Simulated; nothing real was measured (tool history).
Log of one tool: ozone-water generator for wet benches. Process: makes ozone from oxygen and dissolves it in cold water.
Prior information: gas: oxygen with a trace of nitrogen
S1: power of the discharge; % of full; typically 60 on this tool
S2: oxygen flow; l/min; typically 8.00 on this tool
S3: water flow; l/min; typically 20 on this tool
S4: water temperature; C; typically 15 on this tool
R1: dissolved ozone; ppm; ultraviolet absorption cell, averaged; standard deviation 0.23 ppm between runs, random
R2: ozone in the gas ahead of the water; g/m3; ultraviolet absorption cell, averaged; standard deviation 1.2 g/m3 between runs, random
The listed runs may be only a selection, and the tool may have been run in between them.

run 1 day=0.000 | S1=60 S2=8.00 S3=20 S4=15 | R1=31.7 R2=206.8
run 2 day=0.629 | S1=60 S2=12.73 S3=20 S4=15 | R1=30.0 R2=160.9
run 3 day=1.912 | S1=60 S2=8.00 S3=20 S4=15 | R1=31.7 R2=206.2
run 4 day=3.321 | S1=60 S2=8.00 S3=20 S4=15 | R1=31.9 R2=206.4
run 5 day=4.092 | S1=61 S2=8.00 S3=20 S4=15 | R1=32.5 R2=208.0
run 6 day=5.100 | S1=60 S2=8.00 S3=24 S4=15 | R1=27.9 R2=207.3
run 7 day=6.162 | S1=73 S2=8.00 S3=20 S4=15 | R1=35.3 R2=227.5
run 8 day=7.433 | S1=73 S2=8.00 S3=20 S4=15 | R1=35.5 R2=229.3
-- day=7.542 water thermometer calibrated
run 9 day=8.792 | S1=44 S2=5.22 S3=13 S4=20 | R1=34.7 R2=224.5
run 10 day=9.929 | S1=60 S2=12.73 S3=15 S4=8 | R1=40.0 R2=158.0
run 11 day=11.333 | S1=60 S2=8.17 S3=20 S4=19 | R1=29.4 R2=201.9
-- day=12.158 water thermometer calibrated, once more
run 12 day=12.292 | S1=83 S2=8.17 S3=20 S4=19 | R1=34.9 R2=242.9

4 options for the next run, each taken on its own from the tool as it stands now. Forecast them:
run A day=13.038 | S1=85 S2=5.00 S3=16 S4=15 | R1=? R2=?
run B day=13.038 | S1=60 S2=9.62 S3=20 S4=8 | R1=? R2=?
run C day=13.038 | S1=59 S2=8.17 S3=20 S4=19 | R1=? R2=?
run D day=13.038 | S1=58 S2=8.17 S3=16 S4=19 | R1=? R2=?

run=A R1=46.4 R2=321.3
run=B R1=35.3 R2=186.5
run=C R1=29.4 R2=201.6
run=D R1=33.3 R2=200.1
Stripped of hidden state, with their random variation kept, the same runs would have yielded:
run=A R1=48.8 R2=328.2
run=B R1=37.2 R2=189.9
run=C R1=31.0 R2=205.2
run=D R1=34.9 R2=203.6

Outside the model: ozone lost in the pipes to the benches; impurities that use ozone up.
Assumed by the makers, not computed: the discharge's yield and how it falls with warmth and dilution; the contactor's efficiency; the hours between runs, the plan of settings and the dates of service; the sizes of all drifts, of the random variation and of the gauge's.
